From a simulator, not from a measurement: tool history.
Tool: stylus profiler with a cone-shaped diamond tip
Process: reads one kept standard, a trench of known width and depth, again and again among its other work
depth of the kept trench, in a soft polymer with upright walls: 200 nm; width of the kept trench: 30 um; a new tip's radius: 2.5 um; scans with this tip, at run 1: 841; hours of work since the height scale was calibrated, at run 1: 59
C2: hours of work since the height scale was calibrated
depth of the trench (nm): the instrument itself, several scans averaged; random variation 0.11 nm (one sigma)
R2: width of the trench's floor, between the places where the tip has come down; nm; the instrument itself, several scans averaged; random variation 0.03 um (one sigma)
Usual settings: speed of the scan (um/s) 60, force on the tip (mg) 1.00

run 1 hour=0.0 | speed_of_the_scan_(um/s)=60 force_on_the_tip_(mg)=1.00 | scans_with_this_tip=841 C2=59 | depth_of_the_trench_(nm)=201.81 R2=27460
run 2 hour=14.3 | speed_of_the_scan_(um/s)=60 force_on_the_tip_(mg)=1.00 | scans_with_this_tip=951 C2=66 | depth_of_the_trench_(nm)=201.79 R2=27430
run 3 hour=24.2 | speed_of_the_scan_(um/s)=60 force_on_the_tip_(mg)=1.77 | scans_with_this_tip=1027 C2=72 | depth_of_the_trench_(nm)=202.51 R2=27610
run 4 hour=37.4 | speed_of_the_scan_(um/s)=60 force_on_the_tip_(mg)=1.77 | scans_with_this_tip=1129 C2=79 | depth_of_the_trench_(nm)=202.48 R2=27550
run 5 hour=47.5 | speed_of_the_scan_(um/s)=60 force_on_the_tip_(mg)=1.77 | scans_with_this_tip=1206 C2=84 | depth_of_the_trench_(nm)=202.47 R2=27560
run 6 hour=68.8 | speed_of_the_scan_(um/s)=60 force_on_the_tip_(mg)=1.75 | scans_with_this_tip=1370 C2=96 | depth_of_the_trench_(nm)=202.50 R2=27540
run 7 hour=84.9 | speed_of_the_scan_(um/s)=60 force_on_the_tip_(mg)=0.65 | scans_with_this_tip=1494 C2=104 | depth_of_the_trench_(nm)=201.24 R2=27300
run 8 hour=101.9 | speed_of_the_scan_(um/s)=60 force_on_the_tip_(mg)=0.63 | scans_with_this_tip=1624 C2=113 | depth_of_the_trench_(nm)=201.32 R2=27270
run 9 hour=122.2 | speed_of_the_scan_(um/s)=60 force_on_the_tip_(mg)=0.63 | scans_with_this_tip=1780 C2=124 | depth_of_the_trench_(nm)=201.39 R2=27210
run 10 hour=146.2 | speed_of_the_scan_(um/s)=60 force_on_the_tip_(mg)=0.63 | scans_with_this_tip=1965 C2=137 | depth_of_the_trench_(nm)=201.52 R2=27170
run 11 hour=169.6 | speed_of_the_scan_(um/s)=60 force_on_the_tip_(mg)=0.63 | scans_with_this_tip=2144 C2=150 | depth_of_the_trench_(nm)=201.56 R2=27200
run 12 hour=186.8 | speed_of_the_scan_(um/s)=60 force_on_the_tip_(mg)=2.92 | scans_with_this_tip=2277 C2=159 | depth_of_the_trench_(nm)=203.61 R2=27440
run 13 hour=208.5 | speed_of_the_scan_(um/s)=25 force_on_the_tip_(mg)=1.00 | scans_with_this_tip=2444 C2=171 | depth_of_the_trench_(nm)=201.87 R2=27480
run 14 hour=223.4 | speed_of_the_scan_(um/s)=25 force_on_the_tip_(mg)=1.00 | scans_with_this_tip=2558 C2=178 | depth_of_the_trench_(nm)=201.89 R2=27390
run 15 hour=246.7 | speed_of_the_scan_(um/s)=60 force_on_the_tip_(mg)=0.51 | scans_with_this_tip=2737 C2=191 | depth_of_the_trench_(nm)=201.32 R2=26990
run 16 hour=260.9 | speed_of_the_scan_(um/s)=60 force_on_the_tip_(mg)=1.54 | scans_with_this_tip=2846 C2=199 | depth_of_the_trench_(nm)=202.49 R2=27220
run 17 hour=272.3 | speed_of_the_scan_(um/s)=60 force_on_the_tip_(mg)=1.54 | scans_with_this_tip=2934 C2=205 | depth_of_the_trench_(nm)=202.56 R2=27260
run 18 hour=294.5 | speed_of_the_scan_(um/s)=60 force_on_the_tip_(mg)=1.00 | scans_with_this_tip=3104 C2=217 | depth_of_the_trench_(nm)=201.97 R2=27000
run 19 hour=317.2 | speed_of_the_scan_(um/s)=60 force_on_the_tip_(mg)=1.00 | scans_with_this_tip=3279 C2=229 | depth_of_the_trench_(nm)=201.80 R2=27080
run 20 hour=340.3 | speed_of_the_scan_(um/s)=60 force_on_the_tip_(mg)=1.00 | scans_with_this_tip=3456 C2=241 | depth_of_the_trench_(nm)=201.83 R2=27050
run 21 hour=351.2 | speed_of_the_scan_(um/s)=60 force_on_the_tip_(mg)=1.00 | scans_with_this_tip=3540 C2=247 | depth_of_the_trench_(nm)=201.61 R2=27030
run 22 hour=373.3 | speed_of_the_scan_(um/s)=60 force_on_the_tip_(mg)=1.00 | scans_with_this_tip=3710 C2=259 | depth_of_the_trench_(nm)=201.93 R2=27060
run 23 hour=392.8 | speed_of_the_scan_(um/s)=106 force_on_the_tip_(mg)=1.00 | scans_with_this_tip=3859 C2=269 | depth_of_the_trench_(nm)=201.88 R2=26700
run 24 hour=404.9 | speed_of_the_scan_(um/s)=106 force_on_the_tip_(mg)=1.00 | scans_with_this_tip=3952 C2=276 | depth_of_the_trench_(nm)=201.81 R2=26700
run 25 hour=416.6 | speed_of_the_scan_(um/s)=17 force_on_the_tip_(mg)=2.23 | scans_with_this_tip=4042 C2=282 | depth_of_the_trench_(nm)=203.12 R2=27340
run 26 hour=437.1 | speed_of_the_scan_(um/s)=78 force_on_the_tip_(mg)=2.46 | scans_with_this_tip=4199 C2=293 | depth_of_the_trench_(nm)=203.29 R2=27040
run 27 hour=455.7 | speed_of_the_scan_(um/s)=48 force_on_the_tip_(mg)=0.34 | scans_with_this_tip=4343 C2=303 | depth_of_the_trench_(nm)=201.22 R2=26810
run 28 hour=474.5 | speed_of_the_scan_(um/s)=16 force_on_the_tip_(mg)=2.06 | scans_with_this_tip=4487 C2=313 | depth_of_the_trench_(nm)=202.92 R2=27310
run 29 hour=494.3 | speed_of_the_scan_(um/s)=19 force_on_the_tip_(mg)=0.81 | scans_with_this_tip=4639 C2=324 | depth_of_the_trench_(nm)=201.90 R2=27180
run 30 hour=506.5 | speed_of_the_scan_(um/s)=26 force_on_the_tip_(mg)=1.74 | scans_with_this_tip=4733 C2=330 | depth_of_the_trench_(nm)=202.62 R2=27120
run 31 hour=530.5 | speed_of_the_scan_(um/s)=26 force_on_the_tip_(mg)=1.74 | scans_with_this_tip=4917 C2=343 | depth_of_the_trench_(nm)=202.86 R2=27180
run 32 hour=553.6 | speed_of_the_scan_(um/s)=30 force_on_the_tip_(mg)=0.35 | scans_with_this_tip=5095 C2=356 | depth_of_the_trench_(nm)=201.27 R2=26880
run 33 hour=568.9 | speed_of_the_scan_(um/s)=60 force_on_the_tip_(mg)=0.98 | scans_with_this_tip=5212 C2=364 | depth_of_the_trench_(nm)=202.06 R2=26800
run 34 hour=582.3 | speed_of_the_scan_(um/s)=32 force_on_the_tip_(mg)=2.73 | scans_with_this_tip=5315 C2=371 | depth_of_the_trench_(nm)=203.61 R2=27060
run 35 hour=593.9 | speed_of_the_scan_(um/s)=32 force_on_the_tip_(mg)=2.73 | scans_with_this_tip=5405 C2=377 | depth_of_the_trench_(nm)=203.81 R2=27120
run 36 hour=605.1 | speed_of_the_scan_(um/s)=25 force_on_the_tip_(mg)=2.01 | scans_with_this_tip=5491 C2=383 | depth_of_the_trench_(nm)=202.96 R2=27110
run 37 hour=614.8 | speed_of_the_scan_(um/s)=127 force_on_the_tip_(mg)=1.37 | scans_with_this_tip=5565 C2=388 | depth_of_the_trench_(nm)=202.53 R2=26420
run 38 hour=638.6 | speed_of_the_scan_(um/s)=27 force_on_the_tip_(mg)=1.11 | scans_with_this_tip=5748 C2=401 | depth_of_the_trench_(nm)=202.28 R2=27000
run 39 hour=660.6 | speed_of_the_scan_(um/s)=27 force_on_the_tip_(mg)=1.18 | scans_with_this_tip=5917 C2=413 | depth_of_the_trench_(nm)=202.49 R2=26950
run 40 hour=673.5 | speed_of_the_scan_(um/s)=78 force_on_the_tip_(mg)=0.61 | scans_with_this_tip=6016 C2=420 | depth_of_the_trench_(nm)=201.45 R2=26390
run 41 hour=690.4 | speed_of_the_scan_(um/s)=78 force_on_the_tip_(mg)=0.61 | scans_with_this_tip=6146 C2=429 | depth_of_the_trench_(nm)=201.60 R2=26390
run 42 hour=708.3 | speed_of_the_scan_(um/s)=107 force_on_the_tip_(mg)=1.00 | scans_with_this_tip=6284 C2=439 | depth_of_the_trench_(nm)=202.07 R2=26350
run 43 hour=718.8 | speed_of_the_scan_(um/s)=238 force_on_the_tip_(mg)=2.96 | scans_with_this_tip=6364 C2=444 | depth_of_the_trench_(nm)=203.89 R2=26140
run 44 hour=731.9 | speed_of_the_scan_(um/s)=238 force_on_the_tip_(mg)=2.96 | scans_with_this_tip=6464 C2=451 | depth_of_the_trench_(nm)=203.84 R2=26030
run 45 hour=751.4 | speed_of_the_scan_(um/s)=238 force_on_the_tip_(mg)=2.96 | scans_with_this_tip=6614 C2=462 | depth_of_the_trench_(nm)=204.09 R2=26080
run 46 hour=774.7 | speed_of_the_scan_(um/s)=74 force_on_the_tip_(mg)=1.71 | scans_with_this_tip=6794 C2=474 | depth_of_the_trench_(nm)=202.87 R2=26630
run 47 hour=790.6 | speed_of_the_scan_(um/s)=74 force_on_the_tip_(mg)=1.71 | scans_with_this_tip=6916 C2=483 | depth_of_the_trench_(nm)=202.61 R2=26600

4 ways to go on from here, each from the tool as it stands after run 47. What would each give?
run A hour=808.1 | speed_of_the_scan_(um/s)=45 force_on_the_tip_(mg)=2.31 | scans_with_this_tip=7050 C2=492 | depth_of_the_trench_(nm)=? R2=?
run B hour=808.1 | speed_of_the_scan_(um/s)=122 force_on_the_tip_(mg)=0.45 | scans_with_this_tip=7050 C2=492 | depth_of_the_trench_(nm)=? R2=?
run C hour=808.1 | speed_of_the_scan_(um/s)=21 force_on_the_tip_(mg)=0.83 | scans_with_this_tip=7050 C2=492 | depth_of_the_trench_(nm)=? R2=?
run D hour=808.1 | speed_of_the_scan_(um/s)=151 force_on_the_tip_(mg)=1.00 | scans_with_this_tip=7050 C2=492 | depth_of_the_trench_(nm)=? R2=?

run=A depth_of_the_trench_(nm)=203.48 R2=26820
run=B depth_of_the_trench_(nm)=201.41 R2=25710
run=C depth_of_the_trench_(nm)=202.01 R2=26880
run=D depth_of_the_trench_(nm)=201.87 R2=25940
Without the tool's hidden state the same runs would have given:
run=A depth_of_the_trench_(nm)=202.96 R2=27850
run=B depth_of_the_trench_(nm)=200.89 R2=26740
run=C depth_of_the_trench_(nm)=201.49 R2=27910
run=D depth_of_the_trench_(nm)=201.35 R2=26970
